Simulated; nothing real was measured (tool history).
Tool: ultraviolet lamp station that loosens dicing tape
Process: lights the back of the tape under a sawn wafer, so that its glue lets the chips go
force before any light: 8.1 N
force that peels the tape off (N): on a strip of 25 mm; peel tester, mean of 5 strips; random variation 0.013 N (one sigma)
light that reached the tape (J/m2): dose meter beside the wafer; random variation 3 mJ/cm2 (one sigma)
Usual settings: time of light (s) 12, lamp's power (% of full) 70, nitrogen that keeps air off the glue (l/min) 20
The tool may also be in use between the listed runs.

| run | hour | time of light (s) | lamp's power (% of full) | nitrogen that keeps air off the glue (l/min) | force that peels the tape off (N) | light that reached the tape (J/m2) |
|---|---|---|---|---|---|---|
| 1 | 0.0 | 12 | 70 | 20 | 0.784 | 3880 |
| 2 | 16.3 | 12 | 70 | 20 | 0.823 | 3880 |
| 3 | 24.1 | 12 | 70 | 20 | 0.825 | 3860 |
| 4 | 38.2 | 12 | 75 | 20 | 0.734 | 4080 |
| 5 | 53.8 | 12 | 75 | 20 | 0.736 | 4060 |
| 6 | 66.4 | 12 | 75 | 20 | 0.716 | 4100 |
| 7 | 77.6 | 12 | 75 | 15 | 0.867 | 4060 |
| 8 | 94.8 | 12 | 75 | 15 | 0.860 | 4060 |
| 9 | 103.3 | 12 | 70 | 20 | 0.878 | 3740 |
| 10 | 116.2 | 12 | 70 | 20 | 0.884 | 3790 |
| 11 | 127.1 | 12 | 70 | 20 | 0.862 | 3720 |
| 12 | 140.1 | 12 | 73 | 20 | 0.805 | 3900 |
| 13 | 151.2 | 12 | 73 | 20 | 0.847 | 3850 |
| 14 | 165.7 | 12 | 61 | 20 | 1.222 | 3220 |
| 15 | 183.3 | 12 | 61 | 20 | 1.204 | 3190 |
| 16 | 196.5 | 12 | 61 | 20 | 1.180 | 3190 |
| 17 | 210.7 | 12 | 61 | 20 | 1.187 | 3180 |
| 18 | 219.1 | 12 | 61 | 20 | 1.226 | 3140 |
| 19 | 234.8 | 20 | 61 | 14 | 0.549 | 5180 |
| 20 | 242.9 | 20 | 61 | 14 | 0.560 | 5210 |
| 21 | 250.2 | 20 | 61 | 14 | 0.553 | 5150 |
| 22 | 258.1 | 9 | 95 | 31 | 0.813 | 3600 |
| 23 | 269.9 | 24 | 79 | 7 | 0.321 | 7950 |
| 24 | 284.6 | 12 | 84 | 20 | 0.699 | 4230 |
| 25 | 298.3 | 12 | 95 | 20 | 0.523 | 4810 |
|  | 303.2 | window cleaned of glue's vapour |
| 26 | 311.0 | 14 | 60 | 13 | 0.911 | 4170 |
| 27 | 326.9 | 24 | 70 | 13 | 0.213 | 8240 |
| 28 | 343.0 | 17 | 88 | 13 | 0.280 | 7290 |
| 29 | 357.6 | 17 | 61 | 37 | 0.375 | 5030 |
| 30 | 368.4 | 23 | 61 | 11 | 0.351 | 6620 |
| 31 | 384.6 | 12 | 97 | 6 | 0.765 | 5590 |
| 32 | 400.8 | 9 | 67 | 20 | 1.414 | 2910 |
| 33 | 408.6 | 8 | 75 | 7 | 2.202 | 2870 |

Forecast each of these 3 alternatives for the next run:
| A | 418.3 | 13 | 63 | 7 | ? | ? |
| B | 418.3 | 15 | 69 | 10 | ? | ? |
| C | 418.3 | 9 | 92 | 9 | ? | ? |

| run | force that peels the tape off (N) | light that reached the tape (J/m2) |
|---|---|---|
| A | 1.375 | 3860 |
| B | 0.732 | 4950 |
| C | 1.156 | 3960 |
Without the tool's hidden state the same runs would have given:
| run | force that peels the tape off (N) | light that reached the tape (J/m2) |
|---|---|---|
| A | 1.121 | 4340 |
| B | 0.570 | 5560 |
| C | 0.931 | 4460 |
